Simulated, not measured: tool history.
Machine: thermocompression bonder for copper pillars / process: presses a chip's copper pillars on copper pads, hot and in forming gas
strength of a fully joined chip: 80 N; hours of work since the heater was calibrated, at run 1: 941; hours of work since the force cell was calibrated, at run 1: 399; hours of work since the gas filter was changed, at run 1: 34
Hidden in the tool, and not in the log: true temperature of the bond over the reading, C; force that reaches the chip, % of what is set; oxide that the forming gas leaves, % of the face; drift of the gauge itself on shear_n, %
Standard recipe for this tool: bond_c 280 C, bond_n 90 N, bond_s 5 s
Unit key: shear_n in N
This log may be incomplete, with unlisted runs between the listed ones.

| run | day | bond_c | bond_n | bond_s | hours of work since the heater was calibrated | hours of work since the force cell was calibrated | hours of work since the gas filter was changed | shear_n |
|---|---|---|---|---|---|---|---|---|
| 1 | 0.000 | 280 | 90 | 5 | 941 | 399 | 34 | 41.5 |
| 2 | 0.425 | 280 | 90 | 5 | 947 | 405 | 40 | 41.6 |
| 3 | 0.746 | 280 | 90 | 5 | 951 | 410 | 44 | 40.1 |
| 4 | 1.271 | 280 | 90 | 5 | 959 | 417 | 52 | 40.9 |
| 5 | 1.621 | 280 | 90 | 5 | 964 | 422 | 57 | 40.4 |
| 6 | 2.258 | 280 | 128 | 5 | 973 | 431 | 66 | 50.1 |
| 7 | 2.871 | 280 | 128 | 5 | 982 | 440 | 75 | 50.2 |
| 8 | 3.417 | 280 | 90 | 5 | 989 | 448 | 82 | 40.8 |
| 9 | 4.058 | 280 | 90 | 5 | 999 | 457 | 92 | 40.4 |
| 10 | 4.604 | 280 | 90 | 5 | 1006 | 465 | 99 | 40.0 |
| 11 | 4.900 | 280 | 90 | 5 | 1011 | 469 | 104 | 41.0 |
| 12 | 5.612 | 280 | 106 | 5 | 1021 | 479 | 114 | 44.7 |
| 13 | 6.012 | 280 | 90 | 3 | 1027 | 485 | 119 | 32.9 |
| 14 | 6.675 | 280 | 76 | 3 | 1036 | 494 | 129 | 29.8 |
|  | 6.804 | heater calibrated with a thermocouple chip |
| 15 | 7.325 | 280 | 90 | 5 | 7 | 502 | 137 | 39.1 |
| 16 | 7.783 | 280 | 90 | 5 | 14 | 509 | 144 | 37.8 |
| 17 | 8.492 | 280 | 90 | 5 | 24 | 519 | 154 | 39.4 |
| 18 | 8.796 | 280 | 112 | 5 | 28 | 523 | 158 | 44.7 |
|  | 9.212 | forming gas filter changed |
| 19 | 9.212 | 280 | 112 | 5 | 34 | 529 | 0 | 47.1 |
| 20 | 9.533 | 280 | 102 | 5 | 39 | 534 | 5 | 43.3 |
|  | 9.771 | heater calibrated with a thermocouple chip, once more |
| 21 | 10.021 | 280 | 86 | 7 | 4 | 539 | 10 | 49.0 |
| 22 | 10.496 | 301 | 66 | 11 | 10 | 546 | 17 | 57.0 |
| 23 | 11.158 | 297 | 90 | 10 | 20 | 556 | 27 | 62.0 |
| 24 | 11.688 | 297 | 120 | 7 | 27 | 563 | 34 | 64.9 |

Run 25 has not been measured yet. What should we expect?
| 25 | 12.396 | 287 | 90 | 5 | 37 | 573 | 44 | ? |

Logged for run 25: shear_n 48.1 N.
With the hidden condition absent and the run-to-run variation left alone, this run would have shown shear_n 48.2 N.
